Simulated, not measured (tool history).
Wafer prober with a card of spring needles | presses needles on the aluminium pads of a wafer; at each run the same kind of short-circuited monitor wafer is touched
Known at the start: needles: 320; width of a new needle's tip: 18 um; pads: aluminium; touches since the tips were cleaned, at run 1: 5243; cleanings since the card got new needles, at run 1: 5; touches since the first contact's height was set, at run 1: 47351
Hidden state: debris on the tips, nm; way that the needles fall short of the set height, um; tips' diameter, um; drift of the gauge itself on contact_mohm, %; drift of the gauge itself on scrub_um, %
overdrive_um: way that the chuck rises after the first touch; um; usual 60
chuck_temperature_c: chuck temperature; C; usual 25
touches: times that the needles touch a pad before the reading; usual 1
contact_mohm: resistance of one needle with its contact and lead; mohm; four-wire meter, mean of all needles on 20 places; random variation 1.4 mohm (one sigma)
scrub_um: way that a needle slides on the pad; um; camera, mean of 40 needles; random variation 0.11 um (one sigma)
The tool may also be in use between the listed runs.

run	hour	overdrive_um	chuck_temperature_c	touches	touches since the tips were cleaned	cleanings since the card got new needles	touches since the first contact's height was set	contact_mohm	scrub_um
1	0	60	25	1	5243	5	47351	223	15.78
# hour 13.4: tips cleaned on abrasive film
2	38.8	60	25	1	5558	6	55808	219	15.82
# hour 53.7: tips cleaned on abrasive film
3	70.7	60	74	1	3696	7	62748	210	15.94
# hour 92.3: tips cleaned on abrasive film
4	127.4	68	74	1	7669	8	75134	215	17.83
# hour 131.2: tips cleaned on abrasive film
5	162.3	60	25	1	6810	9	82733	229	15.69
# hour 167.5: tips cleaned on abrasive film
6	199.3	54	25	2	6945	10	90790	200	14.02

Forecast run 7:
# hour 207.4: tips cleaned on abrasive film
7	223.6	54	25	2	3554	11	96087	?	?

contact_mohm: 189 mohm
scrub_um: 13.86 um
Without the tool's hidden state the same run would have given contact_mohm 131 mohm, scrub_um 14.18 um.
